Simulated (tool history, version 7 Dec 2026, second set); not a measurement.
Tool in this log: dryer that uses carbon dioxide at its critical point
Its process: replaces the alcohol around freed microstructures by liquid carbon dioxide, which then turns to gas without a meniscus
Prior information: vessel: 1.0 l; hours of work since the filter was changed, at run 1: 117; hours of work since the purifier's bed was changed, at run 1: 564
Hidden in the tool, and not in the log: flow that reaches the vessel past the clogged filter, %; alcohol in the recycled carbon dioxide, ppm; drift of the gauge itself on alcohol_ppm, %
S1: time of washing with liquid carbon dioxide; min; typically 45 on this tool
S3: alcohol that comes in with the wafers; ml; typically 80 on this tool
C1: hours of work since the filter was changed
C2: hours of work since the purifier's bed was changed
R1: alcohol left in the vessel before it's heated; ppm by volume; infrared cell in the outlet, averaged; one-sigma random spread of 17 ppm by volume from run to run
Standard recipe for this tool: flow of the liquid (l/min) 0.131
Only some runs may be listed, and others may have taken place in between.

{"run": 1, "hour": 0.0, "S1": 45, "flow of the liquid (l/min)": 0.131, "S3": 80, "C1": 117, "C2": 564, "R1": 1498}
{"run": 2, "hour": 61.8, "S1": 31, "flow of the liquid (l/min)": 0.131, "S3": 80, "C1": 162, "C2": 610, "R1": 5240}
{"run": 3, "hour": 127.3, "S1": 31, "flow of the liquid (l/min)": 0.131, "S3": 80, "C1": 210, "C2": 658, "R1": 5448}
{"run": 4, "hour": 178.9, "S1": 31, "flow of the liquid (l/min)": 0.131, "S3": 80, "C1": 248, "C2": 695, "R1": 5655}
{"run": 5, "hour": 225.9, "S1": 31, "flow of the liquid (l/min)": 0.131, "S3": 80, "C1": 282, "C2": 730, "R1": 5824}
{"run": 6, "hour": 258.8, "S1": 31, "flow of the liquid (l/min)": 0.131, "S3": 80, "C1": 306, "C2": 754, "R1": 6220}
{"run": 7, "hour": 308.7, "S1": 31, "flow of the liquid (l/min)": 0.131, "S3": 80, "C1": 343, "C2": 790, "R1": 6368}
{"run": 8, "hour": 360.7, "S1": 31, "flow of the liquid (l/min)": 0.131, "S3": 29, "C1": 381, "C2": 828, "R1": 2577}
{"run": 9, "hour": 394.4, "S1": 31, "flow of the liquid (l/min)": 0.131, "S3": 29, "C1": 405, "C2": 853, "R1": 2667}
{"hour": 422.2, "done": "inlet filter changed"}
{"run": 10, "hour": 461.4, "S1": 31, "flow of the liquid (l/min)": 0.131, "S3": 29, "C1": 29, "C2": 901, "R1": 1822}
{"hour": 498.4, "done": "purifier's bed changed"}
{"run": 11, "hour": 527.8, "S1": 31, "flow of the liquid (l/min)": 0.131, "S3": 29, "C1": 75, "C2": 21, "R1": 1638}
{"run": 12, "hour": 562.6, "S1": 31, "flow of the liquid (l/min)": 0.131, "S3": 23, "C1": 101, "C2": 47, "R1": 1352}
{"run": 13, "hour": 632.1, "S1": 52, "flow of the liquid (l/min)": 0.131, "S3": 80, "C1": 151, "C2": 98, "R1": 784}
{"run": 14, "hour": 673.8, "S1": 52, "flow of the liquid (l/min)": 0.131, "S3": 80, "C1": 182, "C2": 128, "R1": 849}
{"run": 15, "hour": 743.2, "S1": 52, "flow of the liquid (l/min)": 0.131, "S3": 80, "C1": 233, "C2": 179, "R1": 933}
{"run": 16, "hour": 780.1, "S1": 45, "flow of the liquid (l/min)": 0.131, "S3": 80, "C1": 260, "C2": 206, "R1": 1774}
{"run": 17, "hour": 834.2, "S1": 45, "flow of the liquid (l/min)": 0.131, "S3": 80, "C1": 299, "C2": 246, "R1": 1864}
{"run": 18, "hour": 885.0, "S1": 45, "flow of the liquid (l/min)": 0.193, "S3": 80, "C1": 336, "C2": 283, "R1": 414}
{"run": 19, "hour": 931.1, "S1": 45, "flow of the liquid (l/min)": 0.193, "S3": 80, "C1": 370, "C2": 317, "R1": 485}
{"run": 20, "hour": 986.5, "S1": 45, "flow of the liquid (l/min)": 0.193, "S3": 80, "C1": 411, "C2": 357, "R1": 520}
{"hour": 1011.4, "done": "inlet filter changed"}
{"run": 21, "hour": 1034.0, "S1": 45, "flow of the liquid (l/min)": 0.131, "S3": 118, "C1": 17, "C2": 391, "R1": 1770}
{"run": 22, "hour": 1096.7, "S1": 45, "flow of the liquid (l/min)": 0.131, "S3": 118, "C1": 62, "C2": 437, "R1": 1975}
{"run": 23, "hour": 1156.1, "S1": 45, "flow of the liquid (l/min)": 0.13, "S3": 102, "C1": 106, "C2": 480, "R1": 1822}
{"run": 24, "hour": 1189.3, "S1": 45, "flow of the liquid (l/min)": 0.096, "S3": 88, "C1": 130, "C2": 505, "R1": 4682}
{"run": 25, "hour": 1221.5, "S1": 45, "flow of the liquid (l/min)": 0.096, "S3": 88, "C1": 154, "C2": 528, "R1": 4686}
{"run": 26, "hour": 1284.7, "S1": 52, "flow of the liquid (l/min)": 0.165, "S3": 85, "C1": 200, "C2": 575, "R1": 436}

Run 27, settings as shown, results not yet in. Your forecast:
{"run": 27, "hour": 1330.5, "S1": 55, "flow of the liquid (l/min)": 0.138, "S3": 23, "C1": 233, "C2": 608, "R1": "?"}

R1: 333 ppm by volume
On a tool with no hidden condition, and with the same random variation, this run would have come out at R1 96 ppm by volume.

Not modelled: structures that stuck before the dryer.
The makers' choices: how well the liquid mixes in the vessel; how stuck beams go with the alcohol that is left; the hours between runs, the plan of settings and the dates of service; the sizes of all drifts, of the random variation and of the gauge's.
